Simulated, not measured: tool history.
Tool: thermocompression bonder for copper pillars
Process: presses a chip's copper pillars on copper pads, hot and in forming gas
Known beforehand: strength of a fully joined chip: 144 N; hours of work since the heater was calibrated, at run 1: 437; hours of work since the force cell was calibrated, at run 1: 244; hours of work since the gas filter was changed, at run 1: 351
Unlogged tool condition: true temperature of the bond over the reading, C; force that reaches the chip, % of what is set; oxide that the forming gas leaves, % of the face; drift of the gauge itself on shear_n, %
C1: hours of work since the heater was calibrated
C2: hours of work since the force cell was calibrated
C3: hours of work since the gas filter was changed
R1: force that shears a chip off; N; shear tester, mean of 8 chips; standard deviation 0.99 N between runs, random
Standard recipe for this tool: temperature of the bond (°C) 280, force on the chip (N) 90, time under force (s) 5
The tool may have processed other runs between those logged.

{"run": 1, "hour": 0.0, "temperature of the bond (°C)": 280, "force on the chip (N)": 90, "time under force (s)": 5, "C1": 437, "C2": 244, "C3": 351, "R1": 97.0}
{"run": 2, "hour": 7.8, "temperature of the bond (°C)": 280, "force on the chip (N)": 99, "time under force (s)": 5, "C1": 444, "C2": 250, "C3": 358, "R1": 103.5}
{"run": 3, "hour": 12.6, "temperature of the bond (°C)": 280, "force on the chip (N)": 99, "time under force (s)": 5, "C1": 447, "C2": 254, "C3": 361, "R1": 102.7}
{"run": 4, "hour": 20.4, "temperature of the bond (°C)": 301, "force on the chip (N)": 99, "time under force (s)": 5, "C1": 454, "C2": 260, "C3": 368, "R1": 119.3}
{"run": 5, "hour": 28.2, "temperature of the bond (°C)": 301, "force on the chip (N)": 99, "time under force (s)": 5, "C1": 460, "C2": 266, "C3": 374, "R1": 120.4}
{"run": 6, "hour": 34.1, "temperature of the bond (°C)": 279, "force on the chip (N)": 90, "time under force (s)": 5, "C1": 464, "C2": 271, "C3": 378, "R1": 94.7}
{"run": 7, "hour": 40.2, "temperature of the bond (°C)": 280, "force on the chip (N)": 90, "time under force (s)": 10, "C1": 469, "C2": 276, "C3": 383, "R1": 114.7}
{"run": 8, "hour": 50.2, "temperature of the bond (°C)": 280, "force on the chip (N)": 90, "time under force (s)": 5, "C1": 477, "C2": 284, "C3": 391, "R1": 96.2}
{"hour": 52.8, "done": "forming gas filter changed"}
{"run": 9, "hour": 56.3, "temperature of the bond (°C)": 280, "force on the chip (N)": 90, "time under force (s)": 12, "C1": 482, "C2": 288, "C3": 3, "R1": 121.1}
{"run": 10, "hour": 65.9, "temperature of the bond (°C)": 280, "force on the chip (N)": 90, "time under force (s)": 12, "C1": 489, "C2": 296, "C3": 10, "R1": 122.9}
{"run": 11, "hour": 74.8, "temperature of the bond (°C)": 280, "force on the chip (N)": 90, "time under force (s)": 12, "C1": 496, "C2": 303, "C3": 18, "R1": 122.6}
{"run": 12, "hour": 80.2, "temperature of the bond (°C)": 265, "force on the chip (N)": 96, "time under force (s)": 5, "C1": 501, "C2": 307, "C3": 22, "R1": 89.0}
{"run": 13, "hour": 87.0, "temperature of the bond (°C)": 265, "force on the chip (N)": 96, "time under force (s)": 5, "C1": 506, "C2": 313, "C3": 27, "R1": 88.6}
{"run": 14, "hour": 93.3, "temperature of the bond (°C)": 250, "force on the chip (N)": 96, "time under force (s)": 5, "C1": 511, "C2": 318, "C3": 32, "R1": 73.9}
{"run": 15, "hour": 97.8, "temperature of the bond (°C)": 280, "force on the chip (N)": 56, "time under force (s)": 5, "C1": 515, "C2": 321, "C3": 36, "R1": 61.6}
{"run": 16, "hour": 107.2, "temperature of the bond (°C)": 280, "force on the chip (N)": 56, "time under force (s)": 5, "C1": 522, "C2": 329, "C3": 43, "R1": 62.8}
{"run": 17, "hour": 111.4, "temperature of the bond (°C)": 296, "force on the chip (N)": 90, "time under force (s)": 3, "C1": 525, "C2": 332, "C3": 47, "R1": 98.6}
{"run": 18, "hour": 120.1, "temperature of the bond (°C)": 254, "force on the chip (N)": 90, "time under force (s)": 14, "C1": 532, "C2": 339, "C3": 53, "R1": 100.6}
{"run": 19, "hour": 127.1, "temperature of the bond (°C)": 254, "force on the chip (N)": 90, "time under force (s)": 14, "C1": 538, "C2": 345, "C3": 59, "R1": 101.0}

What if the next run were any one of these 5? Each begins from the tool's condition after run 19:
{"run": "A", "hour": 132.3, "temperature of the bond (°C)": 277, "force on the chip (N)": 87, "time under force (s)": 3, "C1": 542, "C2": 349, "C3": 63, "R1": "?"}
{"run": "B", "hour": 132.3, "temperature of the bond (°C)": 280, "force on the chip (N)": 60, "time under force (s)": 5, "C1": 542, "C2": 349, "C3": 63, "R1": "?"}
{"run": "C", "hour": 132.3, "temperature of the bond (°C)": 254, "force on the chip (N)": 72, "time under force (s)": 14, "C1": 542, "C2": 349, "C3": 63, "R1": "?"}
{"run": "D", "hour": 132.3, "temperature of the bond (°C)": 254, "force on the chip (N)": 68, "time under force (s)": 10, "C1": 542, "C2": 349, "C3": 63, "R1": "?"}
{"run": "E", "hour": 132.3, "temperature of the bond (°C)": 283, "force on the chip (N)": 90, "time under force (s)": 5, "C1": 542, "C2": 349, "C3": 63, "R1": "?"}

run=A R1=81.4
run=B R1=67.6
run=C R1=82.9
run=D R1=71.7
run=E R1=100.0
Without the tool's unlogged condition, the same runs would have read:
run=A R1=76.7
run=B R1=63.3
run=C R1=77.5
run=D R1=66.5
run=E R1=95.5
